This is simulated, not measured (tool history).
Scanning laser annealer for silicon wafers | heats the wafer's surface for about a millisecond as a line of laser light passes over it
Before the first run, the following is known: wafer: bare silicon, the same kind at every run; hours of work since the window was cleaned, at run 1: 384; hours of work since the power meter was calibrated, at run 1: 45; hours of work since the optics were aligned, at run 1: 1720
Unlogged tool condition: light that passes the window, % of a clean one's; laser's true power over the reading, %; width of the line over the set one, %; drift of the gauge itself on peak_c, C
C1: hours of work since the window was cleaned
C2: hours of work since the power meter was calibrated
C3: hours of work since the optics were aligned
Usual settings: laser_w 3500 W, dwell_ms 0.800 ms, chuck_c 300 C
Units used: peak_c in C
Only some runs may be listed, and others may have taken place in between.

Run 1, day 0.000: usual settings; C1 384; C2 45; C3 1720. Result: peak_c 1071 C.
Run 2, day 0.408: usual settings; C1 391; C2 53; C3 1727. Result: peak_c 1070 C.
Run 3, day 0.829: usual settings; C1 399; C2 60; C3 1735. Result: peak_c 1072 C.
Run 4, day 1.458: usual settings; C1 410; C2 71; C3 1746. Result: peak_c 1070 C.
Run 5, day 1.942: usual settings; C1 419; C2 80; C3 1755. Result: peak_c 1070 C.
Run 6, day 2.392: usual settings; C1 427; C2 88; C3 1763. Result: peak_c 1067 C.
Run 7, day 3.042: usual settings but dwell_ms 0.746 ms; C1 438; C2 100; C3 1774. Result: peak_c 1039 C.
Run 8, day 3.612: usual settings but chuck_c 279 C; C1 449; C2 110; C3 1785. Result: peak_c 1046 C.
Run 9, day 4.129: usual settings but laser_w 3771 W, chuck_c 279 C; C1 458; C2 119; C3 1794. Result: peak_c 1105 C.
Run 10, day 4.762: usual settings but dwell_ms 0.951 ms; C1 469; C2 130; C3 1805. Result: peak_c 1147 C.
Run 11, day 5.338: usual settings but dwell_ms 0.951 ms; C1 479; C2 141; C3 1815. Result: peak_c 1143 C.
Run 12, day 5.738: usual settings but dwell_ms 0.951 ms; C1 487; C2 148; C3 1823. Result: peak_c 1142 C.
Run 13, day 6.071: usual settings but dwell_ms 0.951 ms; C1 492; C2 154; C3 1829. Result: peak_c 1144 C.
Run 14, day 6.529: usual settings but dwell_ms 0.951 ms; C1 501; C2 162; C3 1837. Result: peak_c 1144 C.
Run 15, day 7.221: usual settings but dwell_ms 0.578 ms; C1 513; C2 174; C3 1849. Result: peak_c 944 C.
Run 16, day 7.596: usual settings but dwell_ms 0.578 ms, chuck_c 288 C; C1 520; C2 181; C3 1856. Result: peak_c 930 C.
Run 17, day 8.088: usual settings but dwell_ms 0.578 ms, chuck_c 288 C; C1 529; C2 190; C3 1865. Result: peak_c 931 C.
At day 8.492: optics aligned, line set to its width.
Run 18, day 8.642: usual settings but dwell_ms 0.578 ms, chuck_c 288 C; C1 535; C2 196; C3 3. Result: peak_c 931 C.
Run 19, day 9.342: usual settings but dwell_ms 0.578 ms, chuck_c 288 C; C1 547; C2 208; C3 15. Result: peak_c 934 C.
Run 20, day 9.671: usual settings but dwell_ms 0.820 ms, chuck_c 288 C; C1 553; C2 214; C3 21. Result: peak_c 1066 C.
Run 21, day 10.075: usual settings but dwell_ms 0.820 ms, chuck_c 288 C; C1 560; C2 222; C3 28. Result: peak_c 1069 C.
Run 22, day 10.638: usual settings but dwell_ms 0.820 ms, chuck_c 312 C; C1 570; C2 232; C3 38. Result: peak_c 1091 C.
Run 23, day 11.258: usual settings but dwell_ms 0.820 ms, chuck_c 312 C; C1 582; C2 243; C3 49. Result: peak_c 1089 C.
Run 24, day 11.608: usual settings but dwell_ms 0.820 ms, chuck_c 312 C; C1 588; C2 249; C3 56. Result: peak_c 1094 C.
Run 25, day 11.992: usual settings but laser_w 3656 W; C1 595; C2 256; C3 63. Result: peak_c 1102 C.
Run 26, day 12.571: usual settings but dwell_ms 0.742 ms, chuck_c 307 C; C1 605; C2 266; C3 73. Result: peak_c 1048 C.
Run 27, day 13.275: usual settings but laser_w 3405 W, dwell_ms 0.910 ms; C1 618; C2 279; C3 86. Result: peak_c 1103 C.
Run 28, day 13.683: usual settings but laser_w 3405 W, dwell_ms 0.910 ms; C1 625; C2 286; C3 93. Result: peak_c 1103 C.
Run 29, day 14.246: usual settings but laser_w 3405 W, dwell_ms 0.910 ms; C1 635; C2 296; C3 103. Result: peak_c 1103 C.
Run 30, day 14.808: usual settings but laser_w 3405 W, dwell_ms 0.910 ms; C1 645; C2 306; C3 113. Result: peak_c 1105 C.
Run 31, day 15.392: usual settings but laser_w 3835 W, dwell_ms 0.626 ms, chuck_c 270 C; C1 655; C2 317; C3 123. Result: peak_c 1003 C.
Run 32, day 16.046: usual settings but laser_w 3136 W, dwell_ms 0.777 ms, chuck_c 334 C; C1 667; C2 328; C3 135. Result: peak_c 1016 C.
Run 33, day 16.700: usual settings but laser_w 3741 W, dwell_ms 0.777 ms, chuck_c 334 C; C1 679; C2 340; C3 147. Result: peak_c 1143 C.
Run 34, day 17.283: usual settings but laser_w 3059 W, dwell_ms 0.598 ms, chuck_c 263 C; C1 689; C2 350; C3 157. Result: peak_c 838 C.
Run 35, day 17.879: usual settings but laser_w 3340 W, dwell_ms 0.599 ms; C1 700; C2 361; C3 168. Result: peak_c 924 C.
Run 36, day 18.288: usual settings but laser_w 3340 W, dwell_ms 0.599 ms; C1 707; C2 368; C3 175. Result: peak_c 926 C.
Run 37, day 18.771: usual settings but laser_w 3487 W, dwell_ms 0.733 ms, chuck_c 313 C; C1 716; C2 377; C3 184. Result: peak_c 1044 C.
Run 38, day 19.325: usual settings but laser_w 3487 W, dwell_ms 0.733 ms, chuck_c 313 C; C1 726; C2 387; C3 194. Result: peak_c 1043 C.
Run 39, day 20.100: usual settings but laser_w 3282 W, chuck_c 318 C; C1 740; C2 401; C3 208. Result: peak_c 1041 C.
Run 40, day 20.854: usual settings but laser_w 3282 W, chuck_c 318 C; C1 753; C2 414; C3 221. Result: peak_c 1037 C.
Run 41, day 21.604: usual settings but laser_w 3282 W, chuck_c 318 C; C1 766; C2 428; C3 234. Result: peak_c 1041 C.

Predict each of these 3 candidate next runs independently; none follows another, all start after run 41:
Run A, day 22.112: usual settings but laser_w 3745 W, chuck_c 336 C; C1 776; C2 437; C3 244. Result: peak_c ?.
Run B, day 22.112: usual settings but laser_w 3142 W, chuck_c 318 C; C1 776; C2 437; C3 244. Result: peak_c ?.
Run C, day 22.112: usual settings but laser_w 3322 W, dwell_ms 0.761 ms, chuck_c 292 C; C1 776; C2 437; C3 244. Result: peak_c ?.

run  peak_c
  A    1154
  B    1011
  C    1003
Stripped of hidden state, with their random variation kept, the same runs would have yielded:
run  peak_c
  A    1154
  B    1012
  C    1004
